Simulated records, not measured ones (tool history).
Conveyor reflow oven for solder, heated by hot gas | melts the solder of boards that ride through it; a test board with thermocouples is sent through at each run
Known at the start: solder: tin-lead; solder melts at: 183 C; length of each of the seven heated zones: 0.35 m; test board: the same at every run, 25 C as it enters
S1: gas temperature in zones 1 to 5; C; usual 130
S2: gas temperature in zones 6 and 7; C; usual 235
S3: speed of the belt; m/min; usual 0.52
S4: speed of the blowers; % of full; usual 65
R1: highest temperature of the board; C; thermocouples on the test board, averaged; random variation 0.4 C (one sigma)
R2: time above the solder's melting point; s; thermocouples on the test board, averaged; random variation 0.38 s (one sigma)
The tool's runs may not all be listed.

| run | hour | S1 | S2 | S3 | S4 | R1 | R2 |
|---|---|---|---|---|---|---|---|
| 1 | 0 | 130 | 235 | 0.52 | 65 | 213.6 | 55.5 |
| 2 | 57.2 | 130 | 235 | 0.52 | 65 | 214.7 | 55.3 |
| 3 | 109.1 | 130 | 235 | 0.52 | 73 | 215.8 | 56.2 |
| 4 | 148.4 | 130 | 235 | 0.52 | 73 | 215.4 | 55.5 |
|  | 180.7 | flux residue cleaned out of gas plates and filters |
| 5 | 205.8 | 130 | 235 | 0.52 | 73 | 216.1 | 56.5 |
| 6 | 241.2 | 131 | 235 | 0.52 | 65 | 214.8 | 56.5 |
| 7 | 286.8 | 131 | 235 | 0.52 | 65 | 214.5 | 56.2 |
| 8 | 324.7 | 137 | 235 | 0.498 | 80 | 219.2 | 65.5 |
| 9 | 375.8 | 137 | 236 | 0.611 | 80 | 214.1 | 48.5 |
| 10 | 400.8 | 116 | 224 | 0.61 | 64 | 195.6 | 23.1 |
| 11 | 450.8 | 116 | 224 | 0.61 | 64 | 196.1 | 23.1 |
| 12 | 496.7 | 116 | 224 | 0.61 | 64 | 195.8 | 22.3 |
| 13 | 532.8 | 116 | 224 | 0.61 | 64 | 195.4 | 22.2 |

5 ways to go on from here, each from the tool as it stands after run 13. What would each give?
| A | 567.9 | 130 | 235 | 0.52 | 78 | ? | ? |
| B | 567.9 | 141 | 235 | 0.477 | 58 | ? | ? |
| C | 567.9 | 143 | 224 | 0.52 | 65 | ? | ? |
| D | 567.9 | 135 | 234 | 0.52 | 65 | ? | ? |
| E | 567.9 | 130 | 235 | 0.52 | 57 | ? | ? |

| run | R1 | R2 |
|---|---|---|
| A | 215.3 | 57.4 |
| B | 217.3 | 67.8 |
| C | 207.5 | 53.9 |
| D | 213.8 | 56.7 |
| E | 212.4 | 53.1 |
Without the tool's hidden state the same runs would have given:
| run | R1 | R2 |
|---|---|---|
| A | 217.7 | 59.2 |
| B | 219.6 | 69.4 |
| C | 209.7 | 56.1 |
| D | 216.2 | 58.5 |
| E | 214.8 | 55.1 |

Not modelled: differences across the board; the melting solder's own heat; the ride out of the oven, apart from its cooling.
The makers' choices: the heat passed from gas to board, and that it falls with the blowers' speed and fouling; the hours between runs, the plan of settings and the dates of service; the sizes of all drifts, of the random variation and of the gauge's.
